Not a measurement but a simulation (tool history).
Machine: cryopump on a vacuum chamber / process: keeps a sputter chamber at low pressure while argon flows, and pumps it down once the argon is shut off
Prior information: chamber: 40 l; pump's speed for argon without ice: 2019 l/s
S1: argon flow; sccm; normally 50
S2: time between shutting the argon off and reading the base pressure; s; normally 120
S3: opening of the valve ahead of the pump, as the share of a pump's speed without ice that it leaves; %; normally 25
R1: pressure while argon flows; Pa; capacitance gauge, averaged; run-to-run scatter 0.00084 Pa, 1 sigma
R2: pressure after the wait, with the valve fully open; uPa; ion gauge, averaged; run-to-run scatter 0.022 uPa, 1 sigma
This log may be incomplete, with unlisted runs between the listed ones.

| run | hour | S1 | S2 | S3 | R1 | R2 |
|---|---|---|---|---|---|---|
| 1 | 0 | 50 | 120 | 25 | 0.1811 | 0.81 |
| 2 | 58.8 | 50 | 120 | 25 | 0.1813 | 0.82 |
| 3 | 90.9 | 50 | 120 | 25 | 0.1814 | 0.82 |
| 4 | 146.6 | 50 | 120 | 25 | 0.183 | 0.88 |
| 5 | 180.9 | 50 | 120 | 25 | 0.182 | 0.91 |
| 6 | 210.1 | 50 | 197 | 25 | 0.1823 | 0.72 |
|  | 259.2 | pump warmed up, emptied and cooled again |
| 7 | 269.5 | 50 | 197 | 25 | 0.1678 | 0.62 |
| 8 | 302.9 | 50 | 120 | 25 | 0.1679 | 0.84 |
| 9 | 358.4 | 20 | 120 | 25 | 0.0683 | 0.89 |
| 10 | 394.9 | 20 | 120 | 25 | 0.0683 | 0.8 |
| 11 | 429.7 | 20 | 120 | 25 | 0.0681 | 0.89 |
| 12 | 455.2 | 50 | 120 | 25 | 0.1712 | 0.87 |
|  | 475.1 | leaking fittings of the chamber tightened, without venting |
| 13 | 486.6 | 62 | 120 | 25 | 0.211 | 0.61 |
| 14 | 537.3 | 50 | 120 | 25 | 0.1714 | 0.61 |
| 15 | 591 | 50 | 120 | 25 | 0.1735 | 0.58 |
| 16 | 647.7 | 30 | 120 | 25 | 0.1033 | 0.64 |
| 17 | 685.4 | 30 | 120 | 25 | 0.1023 | 0.64 |
| 18 | 741.3 | 31 | 76 | 45 | 0.062 | 0.91 |
| 19 | 787 | 31 | 76 | 45 | 0.0613 | 0.97 |
| 20 | 820.1 | 31 | 76 | 45 | 0.0626 | 0.96 |
| 21 | 867.1 | 89 | 120 | 23 | 0.3389 | 0.75 |
| 22 | 901.6 | 50 | 165 | 47 | 0.0989 | 0.6 |
| 23 | 933.7 | 91 | 198 | 37 | 0.2243 | 0.6 |
| 24 | 986.4 | 50 | 120 | 19 | 0.2314 | 0.74 |
| 25 | 1020.1 | 50 | 120 | 27 | 0.1668 | 0.77 |
| 26 | 1047.7 | 83 | 120 | 53 | 0.1514 | 0.75 |
| 27 | 1109.3 | 37 | 28 | 53 | 0.0689 | 2.17 |
| 28 | 1150.1 | 37 | 28 | 53 | 0.0691 | 2.17 |
| 29 | 1186.4 | 37 | 28 | 53 | 0.0688 | 2.24 |
| 30 | 1213.5 | 47 | 255 | 21 | 0.2022 | 0.63 |
| 31 | 1256.8 | 47 | 255 | 21 | 0.2034 | 0.62 |
| 32 | 1309.9 | 50 | 120 | 16 | 0.2786 | 0.85 |
| 33 | 1343.2 | 50 | 108 | 29 | 0.1618 | 0.94 |

Hidden state or all else? Some run-to-run changes of R1, split into what the settings, what came in and random variation would give without the hidden state, and what is left for the hidden state (with any gauge scatter that isn't in both results):
Unlogged tool condition in this case: pump's speed, % of a pump's without ice; cold plate's temperature, K; leak into the chamber, uPa l/s; drift of the gauge itself on working_pa, %; drift of the gauge itself on base_upa, %.
Run 6 -> 7: pump warmed up, emptied and cooled again. R1 -0.0145 Pa: hidden state -0.0151, all else +0.0006.
Run 20 -> 21: S1 31 -> 89, S2 76 -> 120, S3 45 -> 23. R1 +0.2763 Pa: hidden state +0.0109, all else +0.2654.
Run 21 -> 22: S1 89 -> 50, S2 120 -> 165, S3 23 -> 47. R1 -0.24 Pa: hidden state -0.0064, all else -0.2336.
Run 26 -> 27: S1 83 -> 37, S2 120 -> 28. R1 -0.0825 Pa: hidden state -0.01, all else -0.0725.
Run 29 -> 30: S1 37 -> 47, S2 28 -> 255, S3 53 -> 21. R1 +0.1334 Pa: hidden state +0.0034, all else +0.13.

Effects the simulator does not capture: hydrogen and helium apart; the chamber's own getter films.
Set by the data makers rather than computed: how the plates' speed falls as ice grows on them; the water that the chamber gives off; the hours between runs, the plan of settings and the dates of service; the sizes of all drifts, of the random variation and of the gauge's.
